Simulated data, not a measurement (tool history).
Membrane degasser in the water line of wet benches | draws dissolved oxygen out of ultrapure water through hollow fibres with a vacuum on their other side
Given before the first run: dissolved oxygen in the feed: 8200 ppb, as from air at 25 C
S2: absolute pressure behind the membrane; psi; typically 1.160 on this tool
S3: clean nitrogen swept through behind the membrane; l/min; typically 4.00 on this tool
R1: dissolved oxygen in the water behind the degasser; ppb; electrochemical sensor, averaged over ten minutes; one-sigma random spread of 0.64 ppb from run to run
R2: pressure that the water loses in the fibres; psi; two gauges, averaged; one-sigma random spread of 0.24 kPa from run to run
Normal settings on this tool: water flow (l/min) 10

run 1 day=0.000 | water_flow_(l/min)=10 S2=1.160 S3=4.00 | R1=57.5 R2=8.962
run 2 day=12.979 | water_flow_(l/min)=10 S2=1.160 S3=4.00 | R1=57.2 R2=8.962
run 3 day=21.475 | water_flow_(l/min)=10 S2=1.160 S3=4.00 | R1=57.2 R2=8.959
run 4 day=31.358 | water_flow_(l/min)=10 S2=1.160 S3=3.11 | R1=64.9 R2=8.952
run 5 day=39.275 | water_flow_(l/min)=10 S2=0.731 S3=4.00 | R1=38.7 R2=9.014
run 6 day=52.021 | water_flow_(l/min)=10 S2=0.731 S3=4.00 | R1=38.8 R2=8.987
run 7 day=58.617 | water_flow_(l/min)=10 S2=0.731 S3=4.00 | R1=38.7 R2=9.010
run 8 day=73.133 | water_flow_(l/min)=10 S2=0.731 S3=4.00 | R1=38.4 R2=9.055
run 9 day=81.162 | water_flow_(l/min)=10 S2=1.494 S3=4.00 | R1=71.4 R2=9.031
run 10 day=95.592 | water_flow_(l/min)=10 S2=1.494 S3=4.00 | R1=70.8 R2=9.056
-- day=102.317 vacuum gauge calibrated
run 11 day=104.362 | water_flow_(l/min)=10 S2=1.494 S3=4.00 | R1=72.1 R2=8.994
run 12 day=119.083 | water_flow_(l/min)=10 S2=0.870 S3=4.00 | R1=43.8 R2=8.985
run 13 day=127.754 | water_flow_(l/min)=10 S2=0.870 S3=4.00 | R1=44.7 R2=8.985
run 14 day=141.033 | water_flow_(l/min)=10 S2=0.870 S3=4.00 | R1=44.8 R2=9.000
run 15 day=153.325 | water_flow_(l/min)=10 S2=1.160 S3=4.00 | R1=57.7 R2=9.087
run 16 day=162.142 | water_flow_(l/min)=10 S2=1.160 S3=4.00 | R1=57.0 R2=9.014
run 17 day=172.883 | water_flow_(l/min)=10 S2=1.160 S3=4.00 | R1=56.8 R2=9.066
run 18 day=182.596 | water_flow_(l/min)=14 S2=2.087 S3=6.61 | R1=133.7 R2=12.631
run 19 day=194.617 | water_flow_(l/min)=14 S2=2.087 S3=4.11 | R1=167.1 R2=12.595
run 20 day=202.504 | water_flow_(l/min)=14 S2=2.087 S3=4.11 | R1=168.3 R2=12.685
run 21 day=211.792 | water_flow_(l/min)=14 S2=2.087 S3=4.11 | R1=168.9 R2=12.644
run 22 day=223.267 | water_flow_(l/min)=14 S2=2.087 S3=7.02 | R1=132.3 R2=12.686
-- day=227.967 seals of the vacuum lines changed
run 23 day=232.308 | water_flow_(l/min)=14 S2=2.087 S3=7.02 | R1=129.7 R2=12.721
run 24 day=246.600 | water_flow_(l/min)=13 S2=1.160 S3=6.17 | R1=86.1 R2=11.796
run 25 day=255.025 | water_flow_(l/min)=14 S2=0.953 S3=4.87 | R1=100.5 R2=12.755
run 26 day=263.167 | water_flow_(l/min)=14 S2=0.953 S3=4.87 | R1=101.7 R2=12.781
run 27 day=277.067 | water_flow_(l/min)=14 S2=2.793 S3=11.22 | R1=125.8 R2=12.742
run 28 day=290.750 | water_flow_(l/min)=14 S2=2.793 S3=7.70 | R1=145.5 R2=12.743
run 29 day=298.958 | water_flow_(l/min)=10 S2=2.187 S3=4.00 | R1=101.2 R2=9.090
run 30 day=306.342 | water_flow_(l/min)=14 S2=1.474 S3=10.85 | R1=99.1 R2=12.789
run 31 day=318.008 | water_flow_(l/min)=14 S2=1.474 S3=10.85 | R1=98.8 R2=12.649

Hidden state or all else? Some run-to-run changes of R2, split into what the settings, what came in and random variation would give without the hidden state, and what is left for the hidden state (with any gauge scatter that isn't in both results):
What the log doesn't record here: membrane still open, %; true pressure behind the membrane over the reading, kPa; air that leaks in behind the membrane, l/min; drift of the gauge itself on oxygen_ppb, %; drift of the gauge itself on loss_of_pressure_kpa, %.
Run 17 -> 18: water flow (l/min) 10 -> 14, S2 1.160 -> 2.087, S3 4.00 -> 6.61. R2 +3.565 psi: hidden state +0.033, all else +3.532.
Run 28 -> 29: water flow (l/min) 14 -> 10, S2 2.793 -> 2.187, S3 7.70 -> 4.00. R2 -3.653 psi: hidden state -0.045, all else -3.609.
Run 29 -> 30: water flow (l/min) 10 -> 14, S2 2.187 -> 1.474, S3 4.00 -> 10.85. R2 +3.700 psi: hidden state +0.055, all else +3.645.
